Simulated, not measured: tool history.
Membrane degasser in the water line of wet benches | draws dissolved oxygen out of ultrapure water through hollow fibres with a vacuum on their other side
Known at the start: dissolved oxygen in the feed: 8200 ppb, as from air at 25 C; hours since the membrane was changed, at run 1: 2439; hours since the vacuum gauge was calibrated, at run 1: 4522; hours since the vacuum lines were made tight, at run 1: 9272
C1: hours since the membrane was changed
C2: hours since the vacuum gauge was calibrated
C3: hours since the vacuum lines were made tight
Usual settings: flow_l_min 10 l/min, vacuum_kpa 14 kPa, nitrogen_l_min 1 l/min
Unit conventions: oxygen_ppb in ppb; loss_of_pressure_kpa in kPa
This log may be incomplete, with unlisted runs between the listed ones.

Run 1, hour 0: usual settings; C1 2439; C2 4522; C3 9272. Result: oxygen_ppb 270.9 ppb, loss_of_pressure_kpa 67.45 kPa.
Run 2, hour 81.2: usual settings but nitrogen_l_min 0.45 l/min; C1 2520; C2 4603; C3 9353. Result: oxygen_ppb 524.2 ppb, loss_of_pressure_kpa 67.07 kPa.
Run 3, hour 180.5: usual settings but nitrogen_l_min 0.45 l/min; C1 2619; C2 4703; C3 9452. Result: oxygen_ppb 528.6 ppb, loss_of_pressure_kpa 67.04 kPa.
Run 4, hour 252.8: usual settings but vacuum_kpa 32.1 kPa, nitrogen_l_min 0.45 l/min; C1 2691; C2 4775; C3 9525. Result: oxygen_ppb 1287.3 ppb, loss_of_pressure_kpa 67.2 kPa.
Run 5, hour 313.3: usual settings but vacuum_kpa 32.1 kPa, nitrogen_l_min 0.45 l/min; C1 2752; C2 4835; C3 9585. Result: oxygen_ppb 1275.9 ppb, loss_of_pressure_kpa 67.34 kPa.
Run 6, hour 357.7: usual settings; C1 2796; C2 4880; C3 9629. Result: oxygen_ppb 270 ppb, loss_of_pressure_kpa 67.38 kPa.
Run 7, hour 443.3: usual settings; C1 2882; C2 4965; C3 9715. Result: oxygen_ppb 271.2 ppb, loss_of_pressure_kpa 67.19 kPa.
Run 8, hour 520.3: usual settings but nitrogen_l_min 1.2 l/min; C1 2959; C2 5042; C3 9792. Result: oxygen_ppb 229.2 ppb, loss_of_pressure_kpa 67.4 kPa.
Run 9, hour 614.8: usual settings; C1 3053; C2 5137; C3 9887. Result: oxygen_ppb 267.3 ppb, loss_of_pressure_kpa 67.31 kPa.
Run 10, hour 710.2: usual settings; C1 3149; C2 5232; C3 9982. Result: oxygen_ppb 273.1 ppb, loss_of_pressure_kpa 67.44 kPa.
Run 11, hour 785: usual settings but nitrogen_l_min 1.18 l/min; C1 3224; C2 5307; C3 10057. Result: oxygen_ppb 235.1 ppb, loss_of_pressure_kpa 67.23 kPa.
Run 12, hour 830.9: usual settings but nitrogen_l_min 1.18 l/min; C1 3270; C2 5353; C3 10103. Result: oxygen_ppb 234.1 ppb, loss_of_pressure_kpa 67.81 kPa.
Run 13, hour 921.9: usual settings but vacuum_kpa 24.8 kPa, nitrogen_l_min 0.59 l/min; C1 3360; C2 5444; C3 10194. Result: oxygen_ppb 798.8 ppb, loss_of_pressure_kpa 67.79 kPa.
Run 14, hour 1010.2: usual settings but vacuum_kpa 17.5 kPa, nitrogen_l_min 0.82 l/min; C1 3449; C2 5532; C3 10282. Result: oxygen_ppb 425.3 ppb, loss_of_pressure_kpa 67.3 kPa.
Run 15, hour 1078.9: usual settings but vacuum_kpa 15.9 kPa, nitrogen_l_min 0.73 l/min; C1 3517; C2 5601; C3 10351. Result: oxygen_ppb 422.6 ppb, loss_of_pressure_kpa 67.78 kPa.
Run 16, hour 1122.8: usual settings but flow_l_min 14 l/min, vacuum_kpa 33.5 kPa, nitrogen_l_min 0.57 l/min; C1 3561; C2 5645; C3 10395. Result: oxygen_ppb 1427.9 ppb, loss_of_pressure_kpa 94.62 kPa.
Run 17, hour 1171.3: usual settings but flow_l_min 14 l/min, vacuum_kpa 9.1 kPa, nitrogen_l_min 0.55 l/min; C1 3610; C2 5693; C3 10443. Result: oxygen_ppb 356.3 ppb, loss_of_pressure_kpa 94.35 kPa.
Run 18, hour 1222.1: usual settings but flow_l_min 8 l/min, vacuum_kpa 29.2 kPa, nitrogen_l_min 0.48 l/min; C1 3661; C2 5744; C3 10494. Result: oxygen_ppb 944.1 ppb, loss_of_pressure_kpa 53.72 kPa.
Run 19, hour 1324.5: usual settings but flow_l_min 8 l/min, vacuum_kpa 11.7 kPa, nitrogen_l_min 0.54 l/min; C1 3763; C2 5847; C3 10596. Result: oxygen_ppb 304.8 ppb, loss_of_pressure_kpa 54.24 kPa.
Run 20, hour 1395: usual settings but flow_l_min 13 l/min, vacuum_kpa 33.2 kPa, nitrogen_l_min 1.41 l/min; C1 3834; C2 5917; C3 10667. Result: oxygen_ppb 664.5 ppb, loss_of_pressure_kpa 87.96 kPa.

Measured result minus the same run's result without the hidden state. Both carry the same run-to-run variation, though not necessarily the same gauge scatter:
Hidden conditions of the tool in this case: membrane still open, %; true pressure behind the membrane over the reading, kPa; air that leaks in behind the membrane, l/min; drift of the gauge itself on oxygen_ppb, %; drift of the gauge itself on loss_of_pressure_kpa, %.
run  oxygen_ppb  loss_of_pressure_kpa
  1       +15.8                 +1.18
  2       +22.5                 +1.21
  3         +23                 +1.27
  4       +44.1                 +1.31
  5       +44.1                 +1.35
  6       +16.5                 +1.37
  7       +16.7                 +1.41
  8       +14.9                 +1.46
  9       +16.9                 +1.51
 10       +17.4                 +1.55
 11       +15.7                 +1.59
 12       +15.8                 +1.62
 13       +35.8                 +1.68
 14       +24.3                  +1.7
 15       +24.3                 +1.75
 16       +40.8                 +2.48
 17       +21.7                  +2.5
 18         +50                 +1.45
 19       +22.5                  +1.5
 20       +31.3                 +2.49
